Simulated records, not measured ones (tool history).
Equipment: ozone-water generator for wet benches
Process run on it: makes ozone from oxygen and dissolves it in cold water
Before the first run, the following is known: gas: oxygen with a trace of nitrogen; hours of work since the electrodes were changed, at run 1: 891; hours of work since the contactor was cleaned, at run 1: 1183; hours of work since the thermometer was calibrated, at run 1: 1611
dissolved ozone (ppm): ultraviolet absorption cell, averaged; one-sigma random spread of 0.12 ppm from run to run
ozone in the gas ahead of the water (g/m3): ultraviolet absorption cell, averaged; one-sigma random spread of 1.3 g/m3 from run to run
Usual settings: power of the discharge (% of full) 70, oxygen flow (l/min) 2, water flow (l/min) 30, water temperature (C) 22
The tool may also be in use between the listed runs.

run,hour,power of the discharge (% of full),oxygen flow (l/min),water flow (l/min),water temperature (C),hours of work since the electrodes were changed,hours of work since the contactor was cleaned,hours of work since the thermometer was calibrated,dissolved ozone (ppm),ozone in the gas ahead of the water (g/m3)
1,0,70,2,30,22,891,1183,1611,11.1,248.4
2,60.9,70,2,30,22,929,1222,1649,11.3,246
3,94.4,70,2,30,22,951,1243,1670,11,247.6
4,135.4,70,2,30,22,976,1269,1696,11,247.4
5,204.4,70,2,30,22,1020,1313,1740,11.1,247.3
6,264.7,70,2,30,22,1058,1351,1778,11.1,246.1
7,326.6,70,2,30,22,1097,1390,1817,11.1,246
8,396.9,70,2,30,28,1142,1434,1861,10.7,245.6
9,431.6,70,2,30,28,1163,1456,1883,10.4,247.3
10,502.9,70,2,30,28,1208,1501,1928,10.6,244.7
11,544,70,2,30,28,1234,1527,1954,10.8,246.3
12,604.1,70,2,30,28,1272,1565,1992,10.6,247
13,643.2,70,2,30,28,1297,1590,2017,10.5,244.2
14,684.5,70,2,30,28,1323,1616,2043,10.7,246.4
15,747,52,2.06,30,28,1363,1655,2082,8.3,187.1
16,803.2,50,3.29,30,22,1398,1691,2118,9.5,144.4
17,858,44,1.37,44,25,1433,1725,2152,4.2,194.7
18,902,44,1.37,44,25,1460,1753,2180,4.1,193.7
19,968.5,70,2,30,23,1502,1795,2222,11,245.5
20,997.7,70,2,30,23,1521,1813,2241,11.1,244.2
21,1040.4,53,2,39,14,1548,1840,2268,6.7,193.2
22,1085.5,53,2,39,14,1576,1869,2296,6.7,193.1
23,1150.7,59,1.59,21,16,1617,1910,2337,13.2,235.5
24,1220.2,70,3.27,47,22,1661,1954,2381,8.1,196.2
25,1257.6,70,3.27,47,22,1685,1978,2405,8.2,198.2
26,1289.4,60,3.27,47,22,1705,1998,2425,7.2,170.2
27,1319.8,60,3.27,47,22,1724,2017,2444,7.2,172.8

Predict each of these 5 candidate next runs independently; none follows another, all start after run 27:
A,1352,70,2.47,42,22,1745,2037,2464,?,?
B,1352,88,3.27,47,22,1745,2037,2464,?,?
C,1352,69,3.27,47,19,1745,2037,2464,?,?
D,1352,89,1.81,30,15,1745,2037,2464,?,?
E,1352,70,1.13,45,22,1745,2037,2464,?,?

run,dissolved ozone (ppm),ozone in the gas ahead of the water (g/m3)
A,8.4,223.5
B,10.1,240.1
C,8.4,195.2
D,13.9,317.7
E,5.6,318
With no hidden state in the tool, these same runs would have given:
run,dissolved ozone (ppm),ozone in the gas ahead of the water (g/m3)
A,8.4,223.7
B,10.1,240.3
C,8.4,195.3
D,13.9,317.9
E,5.6,318.2

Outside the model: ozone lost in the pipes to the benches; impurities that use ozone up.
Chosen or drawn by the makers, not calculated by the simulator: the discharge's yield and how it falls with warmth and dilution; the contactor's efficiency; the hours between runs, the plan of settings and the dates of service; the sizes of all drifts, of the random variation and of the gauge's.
